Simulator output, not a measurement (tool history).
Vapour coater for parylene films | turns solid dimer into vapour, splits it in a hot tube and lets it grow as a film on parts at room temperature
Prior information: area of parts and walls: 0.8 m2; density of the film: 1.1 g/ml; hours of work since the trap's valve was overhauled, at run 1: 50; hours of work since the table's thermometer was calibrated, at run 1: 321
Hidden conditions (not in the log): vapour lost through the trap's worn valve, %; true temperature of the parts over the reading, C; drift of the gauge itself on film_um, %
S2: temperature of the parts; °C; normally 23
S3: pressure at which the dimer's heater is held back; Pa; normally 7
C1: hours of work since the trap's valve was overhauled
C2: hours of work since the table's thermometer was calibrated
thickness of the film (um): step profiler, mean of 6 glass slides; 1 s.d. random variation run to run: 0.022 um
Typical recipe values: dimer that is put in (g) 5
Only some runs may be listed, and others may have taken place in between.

run 1 hour=0 | dimer_that_is_put_in_(g)=5 S2=23 S3=7 | C1=50 C2=321 | thickness_of_the_film_(um)=3.79
run 2 hour=27.9 | dimer_that_is_put_in_(g)=5 S2=23 S3=7 | C1=68 C2=339 | thickness_of_the_film_(um)=3.74
run 3 hour=74.4 | dimer_that_is_put_in_(g)=5 S2=23 S3=7 | C1=97 C2=368 | thickness_of_the_film_(um)=3.76
run 4 hour=100.6 | dimer_that_is_put_in_(g)=5 S2=27 S3=7 | C1=114 C2=385 | thickness_of_the_film_(um)=3.28
run 5 hour=131.8 | dimer_that_is_put_in_(g)=5 S2=27 S3=7 | C1=134 C2=405 | thickness_of_the_film_(um)=3.28
run 6 hour=162.4 | dimer_that_is_put_in_(g)=5 S2=23 S3=8.33 | C1=153 C2=424 | thickness_of_the_film_(um)=3.65
run 7 hour=216.5 | dimer_that_is_put_in_(g)=5 S2=23 S3=8.33 | C1=187 C2=459 | thickness_of_the_film_(um)=3.68
run 8 hour=251 | dimer_that_is_put_in_(g)=5 S2=23 S3=8.33 | C1=209 C2=480 | thickness_of_the_film_(um)=3.68
run 9 hour=273.7 | dimer_that_is_put_in_(g)=5 S2=23 S3=8.33 | C1=224 C2=495 | thickness_of_the_film_(um)=3.7
run 10 hour=328 | dimer_that_is_put_in_(g)=6 S2=23 S3=7 | C1=258 C2=529 | thickness_of_the_film_(um)=4.49
-- hour=361.1 trap's valve overhauled
run 11 hour=372 | dimer_that_is_put_in_(g)=4 S2=23 S3=7 | C1=7 C2=555 | thickness_of_the_film_(um)=3.07
run 12 hour=400.7 | dimer_that_is_put_in_(g)=4 S2=23 S3=7 | C1=25 C2=573 | thickness_of_the_film_(um)=3.07
run 13 hour=445.6 | dimer_that_is_put_in_(g)=5 S2=23 S3=10.55 | C1=54 C2=601 | thickness_of_the_film_(um)=3.59
run 14 hour=470 | dimer_that_is_put_in_(g)=7 S2=26 S3=6.86 | C1=69 C2=617 | thickness_of_the_film_(um)=4.83
run 15 hour=509.9 | dimer_that_is_put_in_(g)=2 S2=27 S3=6.78 | C1=94 C2=642 | thickness_of_the_film_(um)=1.34
run 16 hour=562.7 | dimer_that_is_put_in_(g)=2 S2=15 S3=3.44 | C1=128 C2=676 | thickness_of_the_film_(um)=2.27
run 17 hour=586.1 | dimer_that_is_put_in_(g)=5 S2=23 S3=6.48 | C1=143 C2=691 | thickness_of_the_film_(um)=3.91
run 18 hour=618.4 | dimer_that_is_put_in_(g)=5 S2=23 S3=2.2 | C1=163 C2=711 | thickness_of_the_film_(um)=4.82
-- hour=635.1 gauge calibrated
run 19 hour=666.7 | dimer_that_is_put_in_(g)=2 S2=23 S3=3.47 | C1=194 C2=742 | thickness_of_the_film_(um)=1.71

Run 20, settings as shown, results not yet in. Your forecast:
run 20 hour=705.7 | dimer_that_is_put_in_(g)=2 S2=23 S3=5.94 | C1=219 C2=766 | thickness_of_the_film_(um)=?

thickness of the film (um): 1.58
Minus the tool's unlogged condition, the same run would have read thickness of the film (um) 1.58.

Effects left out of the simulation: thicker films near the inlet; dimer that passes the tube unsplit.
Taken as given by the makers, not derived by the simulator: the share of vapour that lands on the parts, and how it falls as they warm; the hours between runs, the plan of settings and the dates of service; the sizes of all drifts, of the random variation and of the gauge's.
